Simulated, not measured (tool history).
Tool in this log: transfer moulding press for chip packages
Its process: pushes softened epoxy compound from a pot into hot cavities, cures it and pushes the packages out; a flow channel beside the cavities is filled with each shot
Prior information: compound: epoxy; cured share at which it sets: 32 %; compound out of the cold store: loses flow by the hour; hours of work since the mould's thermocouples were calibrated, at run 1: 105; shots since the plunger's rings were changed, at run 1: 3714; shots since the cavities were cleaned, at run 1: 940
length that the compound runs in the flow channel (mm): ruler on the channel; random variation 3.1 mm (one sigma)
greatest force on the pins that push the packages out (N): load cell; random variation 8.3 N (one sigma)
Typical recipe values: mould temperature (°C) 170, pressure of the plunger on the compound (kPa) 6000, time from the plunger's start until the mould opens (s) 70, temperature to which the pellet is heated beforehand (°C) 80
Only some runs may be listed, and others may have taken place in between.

run	day	mould temperature (°C)	pressure of the plunger on the compound (kPa)	time from the plunger's start until the mould opens (s)	temperature to which the pellet is heated beforehand (°C)	hours of work since the mould's thermocouples were calibrated	shots since the plunger's rings were changed	shots since the cavities were cleaned	incoming compound's hours out of the cold store	length that the compound runs in the flow channel (mm)	greatest force on the pins that push the packages out (N)
1	0.000	170	6000	70	80	105	3714	940	24.5	858	377
2	0.300	170	6000	74	80	109	3805	1031	43.8	829	336
3	0.562	170	6000	74	80	113	3886	1112	39.5	837	322
# day 0.912: cavities cleaned with cleaning compound and waxed
4	0.983	170	6000	74	80	117	3995	22	23.6	863	341
5	1.246	170	6000	74	80	120	4074	101	29.3	854	338
6	1.646	170	6000	68	80	125	4196	223	23.3	867	394
7	1.867	170	6000	68	80	128	4263	290	9.8	884	428
8	2.246	170	6000	68	80	133	4379	406	35.4	838	400
9	2.533	170	6000	68	80	137	4466	493	31.2	849	400
10	2.725	170	6000	70	80	139	4525	552	22.4	872	379
11	2.971	170	6000	70	80	142	4599	626	30.0	853	381
12	3.246	170	6000	70	80	146	4682	709	15.9	882	376
13	3.546	170	6000	70	80	149	4774	801	11.7	885	404
14	3.908	170	6000	70	80	154	4884	911	42.0	828	376
15	4.196	170	6000	70	80	158	4971	998	27.4	861	372
16	4.442	170	6450	88	80	161	5046	1073	15.4	909	269
# day 4.900: cavities cleaned with cleaning compound and waxed
17	4.900	170	6450	88	81	166	5166	0	18.4	912	256
18	5.242	170	6000	103	85	170	5271	105	10.0	890	238
19	5.412	170	6000	103	85	172	5323	157	21.6	866	248
20	5.742	166	6460	70	80	176	5423	257	36.6	881	468
21	6.021	174	6000	86	80	180	5508	342	38.6	830	251
22	6.271	174	6000	86	80	183	5584	418	38.2	823	258
23	6.500	167	7180	57	83	186	5654	488	37.6	927	739
24	6.675	164	6000	70	80	188	5707	541	13.4	896	595
25	6.871	164	6000	70	80	190	5766	600	24.9	876	544
26	7.150	171	5120	70	80	194	5851	685	31.7	779	359
27	7.483	171	5120	70	79	198	5953	787	33.4	781	352
28	7.883	172	7260	70	89	203	6074	908	9.3	971	328

Here are 4 independent what-if runs from the current tool condition. What would each one return?
A	8.083	172	6510	54	89	206	6135	969	20.8	?	?
B	8.083	172	7260	82	89	206	6135	969	26.9	?	?
C	8.083	172	7260	70	78	206	6135	969	14.2	?	?
D	8.083	170	6000	91	80	206	6135	969	30.9	?	?

run	length that the compound runs in the flow channel (mm)	greatest force on the pins that push the packages out (N)
A	898	668
B	938	262
C	964	356
D	851	260
The same runs, with their run-to-run variation unchanged, on a tool lacking any hidden condition would have given:
run	length that the compound runs in the flow channel (mm)	greatest force on the pins that push the packages out (N)
A	899	657
B	939	257
C	965	350
D	852	256

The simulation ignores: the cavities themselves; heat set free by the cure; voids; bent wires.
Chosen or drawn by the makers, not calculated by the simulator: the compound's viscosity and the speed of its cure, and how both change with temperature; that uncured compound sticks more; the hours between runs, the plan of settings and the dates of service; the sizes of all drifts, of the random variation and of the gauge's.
